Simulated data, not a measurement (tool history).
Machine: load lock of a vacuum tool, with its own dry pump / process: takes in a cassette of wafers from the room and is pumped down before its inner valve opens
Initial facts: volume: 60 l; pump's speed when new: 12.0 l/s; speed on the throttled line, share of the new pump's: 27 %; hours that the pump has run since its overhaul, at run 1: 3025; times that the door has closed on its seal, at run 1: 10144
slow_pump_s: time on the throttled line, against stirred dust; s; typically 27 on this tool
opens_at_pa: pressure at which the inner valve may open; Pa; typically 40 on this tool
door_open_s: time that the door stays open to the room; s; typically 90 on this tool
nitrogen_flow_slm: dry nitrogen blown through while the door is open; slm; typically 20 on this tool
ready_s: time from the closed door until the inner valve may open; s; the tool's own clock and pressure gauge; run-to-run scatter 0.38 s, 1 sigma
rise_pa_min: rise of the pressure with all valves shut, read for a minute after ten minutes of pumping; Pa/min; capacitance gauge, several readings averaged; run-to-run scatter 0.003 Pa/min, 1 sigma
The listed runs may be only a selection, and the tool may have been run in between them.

run	day	slow_pump_s	opens_at_pa	door_open_s	nitrogen_flow_slm	hours that the pump has run since its overhaul	times that the door has closed on its seal	incoming humidity of the room's air, %	ready_s	rise_pa_min
1	0	27	40	90	20	3025	10144	48.8	60.4	0.076
2	3.4	27	40	90	20	3107	10500	46.8	59.8	0.075
3	7.179	27	40	90	20	3198	10895	47.8	60	0.081
4	9.988	27	40	101	20	3265	11189	46.8	60.1	0.082
5	12.712	27	40	203	20	3330	11475	46.8	59.8	0.098
6	14.767	27	40	90	20	3380	11690	45	60	0.087
7	18.388	27	40	90	20	3467	12069	44.1	59.6	0.088
8	21.771	27	69	90	20	3548	12423	48.6	56.8	0.088
9	24.838	27	40	36	20	3621	12744	43.5	60.2	0.084
10	27.888	27	40	222	20	3695	13064	40.7	59.8	0.094
11	30.046	27	40	222	20	3746	13289	46.5	59.6	0.109
12	32.233	27	40	222	20	3799	13519	43.7	60.6	0.11
13	35.554	27	40	222	20	3879	13866	46.6	60.9	0.112
14	39.238	27	40	222	20	3967	14252	42.3	60.4	0.108
15	41.958	27	40	222	20	4032	14536	49.1	60.5	0.123
16	44.192	27	40	222	20	4086	14770	48.6	60	0.12
17	46.988	27	40	222	20	4153	15063	49.6	60.8	0.124
18	48.55	27	40	90	20	4191	15227	47.4	60.1	0.105
19	50.792	31	40	90	20	4244	15461	45.9	62.7	0.109
20	53.288	31	40	90	20	4304	15723	44.1	63.3	0.115
21	55.554	37	40	54	10	4359	15960	42.8	67.5	0.123
22	59.183	27	47	162	20	4446	16340	44.2	59.4	0.127
23	61	27	47	162	20	4489	16530	44.6	59.3	0.129
24	62.842	27	79	209	6	4534	16723	45.1	56.1	0.163
25	65.046	27	69	165	39	4586	16953	44.4	57.4	0.121
26	67.55	27	69	165	39	4647	17216	46.4	57.4	0.121
27	70.8	43	69	165	25	4725	17556	44	69.2	0.129
28	74.604	16	36	161	20	4816	17954	46.9	52.8	0.141

For run 29, what comes out?
29	77.083	16	75	207	5	4875	18214	44	?	?

{"run 29": {"ready_s": 49.4, "rise_pa_min": 0.175}}
If the tool had no hidden condition, the same run with the same run-to-run variation would have returned ready_s 48 s, rise_pa_min 0.069 Pa/min.
